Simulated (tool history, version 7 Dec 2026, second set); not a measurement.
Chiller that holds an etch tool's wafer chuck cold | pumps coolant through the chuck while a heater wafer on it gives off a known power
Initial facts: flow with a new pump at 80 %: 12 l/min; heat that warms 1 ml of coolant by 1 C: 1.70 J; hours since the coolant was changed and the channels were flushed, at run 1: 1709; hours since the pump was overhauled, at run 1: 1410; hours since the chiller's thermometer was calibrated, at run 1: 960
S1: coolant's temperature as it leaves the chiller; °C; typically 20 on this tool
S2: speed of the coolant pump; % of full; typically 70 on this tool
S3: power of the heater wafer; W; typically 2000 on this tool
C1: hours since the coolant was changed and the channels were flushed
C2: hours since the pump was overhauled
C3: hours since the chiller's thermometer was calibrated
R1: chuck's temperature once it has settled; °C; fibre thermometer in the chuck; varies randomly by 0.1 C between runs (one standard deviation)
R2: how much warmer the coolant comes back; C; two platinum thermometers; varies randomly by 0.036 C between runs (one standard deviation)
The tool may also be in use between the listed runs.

Run 1, day 0.000: usual settings; C1 1709; C2 1410; C3 960. Result: R1 43.1 °C, R2 6.89 C.
Run 2, day 1.625: usual settings but S2 93 % of full; C1 1748; C2 1449; C3 999. Result: R1 39.2 °C, R2 5.19 C.
Run 3, day 4.621: usual settings but S2 93 % of full; C1 1820; C2 1521; C3 1071. Result: R1 39.4 °C, R2 5.14 C.
Run 4, day 6.329: usual settings but S2 93 % of full; C1 1861; C2 1562; C3 1112. Result: R1 39.4 °C, R2 5.09 C.
Run 5, day 8.862: usual settings but S2 93 % of full; C1 1922; C2 1623; C3 1173. Result: R1 39.3 °C, R2 5.10 C.
Run 6, day 11.692: usual settings but S2 93 % of full; C1 1989; C2 1690; C3 1241. Result: R1 39.5 °C, R2 5.16 C.
Run 7, day 13.629: usual settings; C1 2036; C2 1737; C3 1287. Result: R1 43.5 °C, R2 6.88 C.
Run 8, day 16.667: usual settings; C1 2109; C2 1810; C3 1360. Result: R1 43.5 °C, R2 6.96 C.
Run 9, day 18.171: usual settings but S1 10 °C; C1 2145; C2 1846; C3 1396. Result: R1 33.8 °C, R2 6.98 C.
Run 10, day 19.854: usual settings but S2 67 % of full; C1 2185; C2 1886; C3 1437. Result: R1 44.5 °C, R2 7.26 C.
Run 11, day 22.933: usual settings but S1 17 °C; C1 2259; C2 1960; C3 1510. Result: R1 40.8 °C, R2 6.94 C.
Run 12, day 25.479: usual settings but S1 17 °C, S2 61 % of full; C1 2320; C2 2021; C3 1572. Result: R1 43.2 °C, R2 7.95 C.
Run 13, day 27.588: usual settings but S1 17 °C, S2 61 % of full; C1 2371; C2 2072; C3 1622. Result: R1 43.2 °C, R2 8.00 C.
Run 14, day 30.425: usual settings but S1 17 °C, S2 61 % of full; C1 2439; C2 2140; C3 1690. Result: R1 43.4 °C, R2 7.91 C.
Run 15, day 31.967: usual settings but S1 30 °C; C1 2476; C2 2177; C3 1727. Result: R1 54.0 °C, R2 6.97 C.
Run 16, day 33.746: usual settings; C1 2519; C2 2220; C3 1770. Result: R1 44.1 °C, R2 6.93 C.
Run 17, day 36.662: usual settings but S2 90 % of full, S3 1633 W; C1 2589; C2 2290; C3 1840. Result: R1 36.6 °C, R2 4.38 C.
Run 18, day 38.775: usual settings but S1 12 °C, S2 63 % of full, S3 1565 W; C1 2639; C2 2340; C3 1891. Result: R1 32.2 °C, R2 6.05 C.
Run 19, day 41.517: usual settings but S1 15 °C, S2 79 % of full, S3 1565 W; C1 2705; C2 2406; C3 1956. Result: R1 32.5 °C, R2 4.80 C.
Run 20, day 43.646: usual settings but S1 22 °C, S2 67 % of full, S3 1086 W; C1 2756; C2 2457; C3 2007. Result: R1 35.8 °C, R2 3.94 C.
Run 21, day 45.838: usual settings but S1 22 °C, S2 67 % of full, S3 1086 W; C1 2809; C2 2510; C3 2060. Result: R1 35.6 °C, R2 3.95 C.
Run 22, day 47.929: usual settings but S1 22 °C, S2 67 % of full, S3 1086 W; C1 2859; C2 2560; C3 2110. Result: R1 35.6 °C, R2 3.97 C.
Run 23, day 49.496: usual settings but S1 19 °C, S2 98 % of full, S3 1086 W; C1 2897; C2 2598; C3 2148. Result: R1 29.6 °C, R2 2.69 C.
Run 24, day 51.979: usual settings but S2 88 % of full, S3 1882 W; C1 2956; C2 2657; C3 2208. Result: R1 39.8 °C, R2 5.20 C.
Run 25, day 54.833: usual settings but S2 88 % of full, S3 1882 W; C1 3025; C2 2726; C3 2276. Result: R1 39.7 °C, R2 5.15 C.
Run 26, day 57.092: usual settings but S1 16 °C, S2 60 % of full; C1 3079; C2 2780; C3 2330. Result: R1 43.2 °C, R2 8.26 C.
Run 27, day 59.388: usual settings but S1 16 °C, S2 60 % of full; C1 3134; C2 2835; C3 2385. Result: R1 43.2 °C, R2 8.23 C.
Run 28, day 61.875: usual settings but S2 86 % of full, S3 2540 W; C1 3194; C2 2895; C3 2445. Result: R1 47.3 °C, R2 7.21 C.
Run 29, day 63.171: usual settings but S2 86 % of full, S3 2540 W; C1 3225; C2 2926; C3 2476. Result: R1 47.4 °C, R2 7.21 C.
Run 30, day 64.629: usual settings but S2 90 % of full; C1 3260; C2 2961; C3 2511. Result: R1 40.9 °C, R2 5.41 C.
Run 31, day 65.954: usual settings but S1 25 °C, S2 88 % of full, S3 2720 W; C1 3292; C2 2993; C3 2543. Result: R1 53.8 °C, R2 7.52 C.

Below are 3 alternative next runs, each starting from the tool's condition after run 31. Predict each:
Run A, day 67.729: usual settings but S1 11 °C, S2 88 % of full, S3 1040 W; C1 3334; C2 3035; C3 2585. Result: R1 ?, R2 ?.
Run B, day 67.729: usual settings but S1 25 °C, S2 84 % of full, S3 1639 W; C1 3334; C2 3035; C3 2585. Result: R1 ?, R2 ?.
Run C, day 67.729: usual settings but S1 25 °C, S2 84 % of full, S3 1241 W; C1 3334; C2 3035; C3 2585. Result: R1 ?, R2 ?.

run    R1    R2
  A  22.2  2.90
  B  43.0  4.77
  C  38.9  3.59
Stripped of hidden state, with their random variation kept, the same runs would have yielded:
run    R1    R2
  A  20.8  2.81
  B  40.8  4.60
  C  37.2  3.47

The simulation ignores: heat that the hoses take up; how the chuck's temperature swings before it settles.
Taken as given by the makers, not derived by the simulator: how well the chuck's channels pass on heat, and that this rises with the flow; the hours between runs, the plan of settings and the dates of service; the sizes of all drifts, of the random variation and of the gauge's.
